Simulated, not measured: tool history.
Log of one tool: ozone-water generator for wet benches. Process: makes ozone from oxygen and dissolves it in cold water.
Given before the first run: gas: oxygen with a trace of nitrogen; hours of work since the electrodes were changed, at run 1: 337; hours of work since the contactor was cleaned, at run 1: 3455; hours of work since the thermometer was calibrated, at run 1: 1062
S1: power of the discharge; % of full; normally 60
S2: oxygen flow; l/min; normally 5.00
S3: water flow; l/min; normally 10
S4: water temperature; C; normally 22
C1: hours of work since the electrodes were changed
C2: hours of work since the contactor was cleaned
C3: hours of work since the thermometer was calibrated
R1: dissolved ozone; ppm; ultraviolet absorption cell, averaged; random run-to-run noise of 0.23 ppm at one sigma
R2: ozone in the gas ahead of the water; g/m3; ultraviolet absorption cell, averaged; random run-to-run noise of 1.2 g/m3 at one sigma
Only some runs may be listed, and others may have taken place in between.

Run 1, hour 0.0: usual settings; C1 337; C2 3455; C3 1062. Result: R1 32.5 ppm, R2 216.9 g/m3.
Run 2, hour 128.4: usual settings; C1 440; C2 3558; C3 1164. Result: R1 32.5 ppm, R2 215.8 g/m3.
Run 3, hour 244.2: usual settings but S4 27 C; C1 532; C2 3650; C3 1256. Result: R1 29.3 ppm, R2 217.2 g/m3.
Run 4, hour 321.4: usual settings but S4 27 C; C1 594; C2 3712; C3 1318. Result: R1 29.1 ppm, R2 216.6 g/m3.
At hour 334.1: contactor cleaned.
Run 5, hour 461.0: usual settings but S4 27 C; C1 702; C2 101; C3 1426. Result: R1 28.9 ppm, R2 215.7 g/m3.
Run 6, hour 532.1: usual settings but S1 95 % of full, S2 5.76 l/min, S3 7 l/min, S4 27 C; C1 759; C2 158; C3 1483. Result: R1 49.3 ppm, R2 297.9 g/m3.
Run 7, hour 611.8: usual settings but S1 42 % of full, S2 2.98 l/min; C1 822; C2 221; C3 1546. Result: R1 24.2 ppm, R2 201.4 g/m3.
Run 8, hour 738.4: usual settings but S1 42 % of full, S2 2.72 l/min, S4 26 C; C1 923; C2 322; C3 1647. Result: R1 22.4 ppm, R2 208.4 g/m3.
Run 9, hour 857.5: usual settings but S1 48 % of full, S2 7.35 l/min; C1 1018; C2 417; C3 1742. Result: R1 24.7 ppm, R2 148.3 g/m3.
Run 10, hour 969.1: usual settings but S1 48 % of full, S2 7.35 l/min; C1 1107; C2 506; C3 1831. Result: R1 25.0 ppm, R2 147.4 g/m3.

Each run again, without the hidden state but with its own random variation kept:
The tool's hidden condition here consists of: yield of the discharge, % of new electrodes'; contactor's efficiency, % of a clean one's; true water temperature over the reading, C; drift of the gauge itself on ozone_ppm, %; drift of the gauge itself on gas_g_m3, %.
run    R1     R2
  1  33.5  219.0
  2  33.7  218.4
  3  30.4  220.1
  4  30.2  219.8
  5  30.4  219.3
  6  51.9  305.8
  7  25.3  203.9
  8  23.5  211.3
  9  26.1  151.0
 10  26.4  150.4

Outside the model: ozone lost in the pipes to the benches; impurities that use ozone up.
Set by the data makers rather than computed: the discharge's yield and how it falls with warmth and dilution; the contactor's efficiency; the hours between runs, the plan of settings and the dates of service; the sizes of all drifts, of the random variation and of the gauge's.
